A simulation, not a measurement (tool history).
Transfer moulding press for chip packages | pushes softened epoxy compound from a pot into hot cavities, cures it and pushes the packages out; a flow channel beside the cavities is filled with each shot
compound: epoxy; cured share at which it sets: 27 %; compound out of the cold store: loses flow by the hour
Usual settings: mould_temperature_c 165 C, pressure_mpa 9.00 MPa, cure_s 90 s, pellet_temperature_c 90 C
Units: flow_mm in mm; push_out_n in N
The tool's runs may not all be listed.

run,day,mould_temperature_c,pressure_mpa,cure_s,pellet_temperature_c,incoming compound's hours out of the cold store,flow_mm,push_out_n
1,0.000,165,9.00,90,90,22.1,750,219
# day 1.071: cavities cleaned with cleaning compound and waxed
# day 2.971: cavities cleaned with cleaning compound and waxed
2,3.183,165,9.00,90,90,36.5,694,210
# day 4.646: cavities cleaned with cleaning compound and waxed
3,4.950,165,9.00,90,90,38.7,685,196
# day 5.438: mould's thermocouples calibrated
# day 6.475: cavities cleaned with cleaning compound and waxed
# day 8.292: cavities cleaned with cleaning compound and waxed
4,8.542,165,9.00,90,90,44.8,658,192
# day 9.996: cavities cleaned with cleaning compound and waxed
# day 10.283: plunger's sealing rings changed
5,11.438,165,9.00,90,90,36.4,731,238
# day 11.854: cavities cleaned with cleaning compound and waxed
# day 13.596: cavities cleaned with cleaning compound and waxed
6,14.138,165,9.00,90,90,29.4,745,196
# day 15.333: cavities cleaned with cleaning compound and waxed
7,16.262,160,8.42,86,85,17.5,771,291
# day 17.158: cavities cleaned with cleaning compound and waxed
# day 18.862: cavities cleaned with cleaning compound and waxed
8,19.317,160,8.42,108,99,38.2,689,201
# day 20.650: cavities cleaned with cleaning compound and waxed
9,22.042,160,8.42,108,99,11.5,770,233
# day 22.358: cavities cleaned with cleaning compound and waxed
# day 24.158: cavities cleaned with cleaning compound and waxed
10,25.675,160,8.42,108,99,26.7,701,257
# day 26.075: mould's thermocouples calibrated, once more
# day 26.138: cavities cleaned with cleaning compound and waxed
# day 27.879: cavities cleaned with cleaning compound and waxed
# day 29.288: plunger's sealing rings changed
11,29.288,165,9.00,76,90,13.5,810,294
# day 29.900: cavities cleaned with cleaning compound and waxed
# day 31.646: cavities cleaned with cleaning compound and waxed
12,32.788,159,9.00,76,82,46.0,719,425

Forecast each of these 5 alternatives for the next run:
# day 33.308: cavities cleaned with cleaning compound and waxed
# day 34.925: cavities cleaned with cleaning compound and waxed
# day 36.642: cavities cleaned with cleaning compound and waxed
A,36.917,168,9.00,124,82,27.4,?,?
# day 33.308: cavities cleaned with cleaning compound and waxed
# day 34.925: cavities cleaned with cleaning compound and waxed
# day 36.642: cavities cleaned with cleaning compound and waxed
B,36.917,165,9.00,90,80,45.1,?,?
# day 33.308: cavities cleaned with cleaning compound and waxed
# day 34.925: cavities cleaned with cleaning compound and waxed
# day 36.642: cavities cleaned with cleaning compound and waxed
C,36.917,165,9.88,99,87,46.2,?,?
# day 33.308: cavities cleaned with cleaning compound and waxed
# day 34.925: cavities cleaned with cleaning compound and waxed
# day 36.642: cavities cleaned with cleaning compound and waxed
D,36.917,159,6.90,70,87,29.0,?,?
# day 33.308: cavities cleaned with cleaning compound and waxed
# day 34.925: cavities cleaned with cleaning compound and waxed
# day 36.642: cavities cleaned with cleaning compound and waxed
E,36.917,159,9.72,78,86,26.9,?,?

run,flow_mm,push_out_n
A,728,185
B,686,203
C,719,204
D,660,463
E,793,359
Without the tool's hidden state the same runs would have given:
run,flow_mm,push_out_n
A,753,171
B,710,187
C,745,189
D,683,426
E,821,330
